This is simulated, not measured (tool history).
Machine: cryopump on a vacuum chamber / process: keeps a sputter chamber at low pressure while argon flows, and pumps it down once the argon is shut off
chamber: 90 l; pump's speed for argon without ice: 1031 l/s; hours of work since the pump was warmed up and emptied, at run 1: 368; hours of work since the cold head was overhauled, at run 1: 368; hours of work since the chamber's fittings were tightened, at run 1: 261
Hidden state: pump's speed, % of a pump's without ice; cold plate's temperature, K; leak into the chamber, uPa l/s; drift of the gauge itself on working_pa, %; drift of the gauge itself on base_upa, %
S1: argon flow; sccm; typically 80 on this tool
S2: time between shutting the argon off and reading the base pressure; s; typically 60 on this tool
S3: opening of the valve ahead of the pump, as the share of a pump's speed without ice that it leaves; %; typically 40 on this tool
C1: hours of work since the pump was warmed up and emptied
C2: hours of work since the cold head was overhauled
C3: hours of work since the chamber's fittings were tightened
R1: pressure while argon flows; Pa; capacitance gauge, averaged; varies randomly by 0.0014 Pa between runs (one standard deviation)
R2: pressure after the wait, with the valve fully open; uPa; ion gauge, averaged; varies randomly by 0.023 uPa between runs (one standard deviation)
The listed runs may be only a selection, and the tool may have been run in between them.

Run 1, day 0: usual settings; C1 368; C2 368; C3 261. Result: R1 0.3591 Pa, R2 1.75 uPa.
Run 2, day 1.867: usual settings; C1 404; C2 404; C3 297. Result: R1 0.3626 Pa, R2 1.96 uPa.
Run 3, day 3.517: usual settings but S2 221 s; C1 436; C2 436; C3 329. Result: R1 0.3653 Pa, R2 1.67 uPa.
Run 4, day 6.296: usual settings but S2 221 s; C1 490; C2 490; C3 382. Result: R1 0.3704 Pa, R2 1.91 uPa.
At day 9.438: pump warmed up, emptied and cooled again.
Run 5, day 9.758: usual settings but S2 221 s, S3 34 %; C1 6; C2 552; C3 445. Result: R1 0.387 Pa, R2 1.66 uPa.
Run 6, day 12.717: usual settings but S2 221 s, S3 34 %; C1 63; C2 610; C3 502. Result: R1 0.3888 Pa, R2 1.93 uPa.
Run 7, day 16.354: usual settings but S1 75 sccm; C1 133; C2 680; C3 572. Result: R1 0.3175 Pa, R2 2.47 uPa.
Run 8, day 18.771: usual settings but S1 64 sccm; C1 180; C2 726; C3 619. Result: R1 0.2724 Pa, R2 2.61 uPa.
Run 9, day 22.45: usual settings but S3 59 %; C1 251; C2 797; C3 690. Result: R1 0.2435 Pa, R2 2.97 uPa.
Run 10, day 26.233: usual settings but S2 90 s; C1 324; C2 870; C3 763. Result: R1 0.3528 Pa, R2 3.21 uPa.
Run 11, day 27.842: usual settings but S2 90 s; C1 355; C2 901; C3 794. Result: R1 0.3537 Pa, R2 3.4 uPa.
Run 12, day 30.854: usual settings but S1 55 sccm; C1 413; C2 959; C3 852. Result: R1 0.2503 Pa, R2 3.82 uPa.
Run 13, day 33.296: usual settings but S1 55 sccm; C1 460; C2 1006; C3 899. Result: R1 0.2486 Pa, R2 4.03 uPa.
Run 14, day 35.075: usual settings but S1 55 sccm; C1 494; C2 1041; C3 934. Result: R1 0.2524 Pa, R2 4.15 uPa.
At day 38.054: pump warmed up, emptied and cooled again.
Run 15, day 38.054: usual settings but S1 55 sccm; C1 0; C2 1094; C3 987. Result: R1 0.2268 Pa, R2 3.53 uPa.
Run 16, day 41.404: usual settings but S1 55 sccm; C1 65; C2 1159; C3 1052. Result: R1 0.2289 Pa, R2 3.73 uPa.
Run 17, day 45.133: usual settings but S1 55 sccm; C1 137; C2 1231; C3 1124. Result: R1 0.2342 Pa, R2 4.23 uPa.
Run 18, day 48.958: usual settings but S1 125 sccm, S3 25 %; C1 210; C2 1304; C3 1197. Result: R1 0.8467 Pa, R2 4.47 uPa.
Run 19, day 51.462: usual settings but S1 63 sccm, S2 23 s, S3 21 %; C1 259; C2 1353; C3 1246. Result: R1 0.5095 Pa, R2 5.71 uPa.
Run 20, day 55.075: usual settings but S1 151 sccm, S2 79 s, S3 23 %; C1 328; C2 1422; C3 1315. Result: R1 1.1221 Pa, R2 5.14 uPa.
Run 21, day 56.708: usual settings but S1 134 sccm, S2 79 s, S3 47 %; C1 360; C2 1454; C3 1347. Result: R1 0.5163 Pa, R2 5.09 uPa.
At day 57.567: leaking fittings of the chamber tightened, without venting.
Run 22, day 59.217: usual settings but S1 150 sccm, S3 50 %; C1 407; C2 1501; C3 32. Result: R1 0.547 Pa, R2 1 uPa.
Run 23, day 62.771: usual settings but S1 55 sccm, S2 23 s; C1 475; C2 1569; C3 100. Result: R1 0.2507 Pa, R2 2.08 uPa.
Run 24, day 65.138: usual settings but S1 149 sccm, S2 76 s, S3 26 %; C1 521; C2 1615; C3 146. Result: R1 1.0193 Pa, R2 1.36 uPa.
At day 66.85: pump warmed up, emptied and cooled again.
Run 25, day 67.312: usual settings but S1 149 sccm, S2 76 s, S3 26 %; C1 9; C2 1653; C3 184. Result: R1 0.9419 Pa, R2 1.24 uPa.
Run 26, day 70.683: usual settings but S1 149 sccm, S2 76 s, S3 26 %; C1 74; C2 1718; C3 249. Result: R1 0.9488 Pa, R2 1.44 uPa.
Run 27, day 73.317: usual settings but S1 64 sccm, S2 29 s, S3 38 %; C1 125; C2 1769; C3 300. Result: R1 0.2828 Pa, R2 2.21 uPa.
Run 28, day 76.817: usual settings but S1 109 sccm, S2 48 s; C1 192; C2 1836; C3 367. Result: R1 0.4645 Pa, R2 2.06 uPa.
Run 29, day 79.479: usual settings but S1 109 sccm, S2 48 s; C1 244; C2 1888; C3 419. Result: R1 0.472 Pa, R2 2.31 uPa.
Run 30, day 81.892: usual settings but S1 61 sccm, S2 72 s, S3 30 %; C1 290; C2 1934; C3 465. Result: R1 0.35 Pa, R2 2.29 uPa.
Run 31, day 83.567: usual settings but S1 61 sccm, S2 72 s, S3 30 %; C1 322; C2 1966; C3 497. Result: R1 0.3503 Pa, R2 2.5 uPa.
Run 32, day 86.546: usual settings but S1 36 sccm, S2 79 s, S3 16 %; C1 380; C2 2024; C3 555. Result: R1 0.3825 Pa, R2 2.63 uPa.
Run 33, day 89.042: usual settings but S1 36 sccm, S2 79 s, S3 16 %; C1 428; C2 2072; C3 603. Result: R1 0.3856 Pa, R2 2.89 uPa.

Entry by entry between the runs, the difference in hidden state between the last listed run before and the first listed run after:
From run 4 to run 5: pump warmed up, emptied and cooled again (day 9.438)
  pump's speed, % of a pump's without ice: 75.8 -> 99.6; cold plate's temperature, K: 12.13 -> 12.14; leak into the chamber, uPa l/s: 1401 -> 1584
  measured less the result without the state, R1: +0.0423 -> +0.0009 Pa; R2: +1.52 -> +1.26 uPa
From run 14 to run 15: pump warmed up, emptied and cooled again (day 38.054)
  pump's speed, % of a pump's without ice: 77.3 -> 99.3; cold plate's temperature, K: 12.25 -> 12.26; leak into the chamber, uPa l/s: 2948 -> 3107
  measured less the result without the state, R1: +0.027 -> +0.0011 Pa; R2: +3.37 -> +2.76 uPa
From run 21 to run 22: leaking fittings of the chamber tightened, without venting (day 57.567)
  pump's speed, % of a pump's without ice: 83.2 -> 81.3; cold plate's temperature, K: 12.34 -> 12.35; leak into the chamber, uPa l/s: 4124 -> 408
  measured less the result without the state, R1: +0.0463 -> +0.0582 Pa; R2: +4.44 -> +0.2 uPa
From run 24 to run 25: pump warmed up, emptied and cooled again (day 66.85)
  pump's speed, % of a pump's without ice: 76.3 -> 99.3; cold plate's temperature, K: 12.38 -> 12.39; leak into the chamber, uPa l/s: 718 -> 827
  measured less the result without the state, R1: +0.0786 -> +0.0037 Pa; R2: +0.64 -> +0.54 uPa

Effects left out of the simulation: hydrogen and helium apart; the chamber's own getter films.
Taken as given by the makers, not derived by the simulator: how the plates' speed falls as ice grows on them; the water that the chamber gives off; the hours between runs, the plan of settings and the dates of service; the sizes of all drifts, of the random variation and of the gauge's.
